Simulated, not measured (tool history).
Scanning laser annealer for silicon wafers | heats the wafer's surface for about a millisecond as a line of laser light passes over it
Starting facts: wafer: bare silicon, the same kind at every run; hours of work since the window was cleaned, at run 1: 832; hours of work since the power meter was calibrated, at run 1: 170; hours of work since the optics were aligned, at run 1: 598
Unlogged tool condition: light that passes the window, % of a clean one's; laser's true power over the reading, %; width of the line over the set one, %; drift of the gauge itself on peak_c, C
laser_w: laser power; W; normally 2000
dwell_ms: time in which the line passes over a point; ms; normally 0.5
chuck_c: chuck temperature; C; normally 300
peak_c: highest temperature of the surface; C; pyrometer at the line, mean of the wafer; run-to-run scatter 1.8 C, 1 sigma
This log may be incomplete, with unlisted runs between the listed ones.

run,hour,laser_w,dwell_ms,chuck_c,hours of work since the window was cleaned,hours of work since the power meter was calibrated,hours of work since the optics were aligned,peak_c
1,0,2000,0.5,300,832,170,598,989
2,9,2000,0.43,300,838,175,604,944
3,22.2,1709,0.43,300,846,184,613,838
4,34.3,1709,0.43,300,854,192,620,835
5,40.9,1709,0.43,300,859,196,625,835
6,49.7,2102,0.5,300,864,202,630,1029
7,61.8,2102,0.5,300,872,210,638,1027
# hour 64.8: window over the wafer cleaned
8,75.6,2000,0.5,300,7,217,646,1016
9,81.2,2000,0.5,300,11,221,650,1017
10,94.2,2000,0.5,285,19,230,658,1003
11,106.4,2000,0.5,285,27,237,666,1001
12,114.1,2077,0.534,290,32,242,671,1064
13,121.7,2000,0.386,300,37,247,676,937
14,133.6,2000,0.386,300,45,255,684,935
15,140.8,2000,0.386,300,49,260,688,934
16,150.7,2054,0.508,300,56,266,695,1041

Entry by entry between the runs, the difference in hidden state between the last listed run before and the first listed run after:
Runs 7 to 8: window over the wafer cleaned (hour 64.8)
  light that passes the window, % of a clean one's: 95.95 -> 99.83; laser's true power over the reading, %: -0.53 -> -0.54; width of the line over the set one, %: 0.95 -> 0.96
  measured less the result without the state, peak_c: -45 -> -10 C

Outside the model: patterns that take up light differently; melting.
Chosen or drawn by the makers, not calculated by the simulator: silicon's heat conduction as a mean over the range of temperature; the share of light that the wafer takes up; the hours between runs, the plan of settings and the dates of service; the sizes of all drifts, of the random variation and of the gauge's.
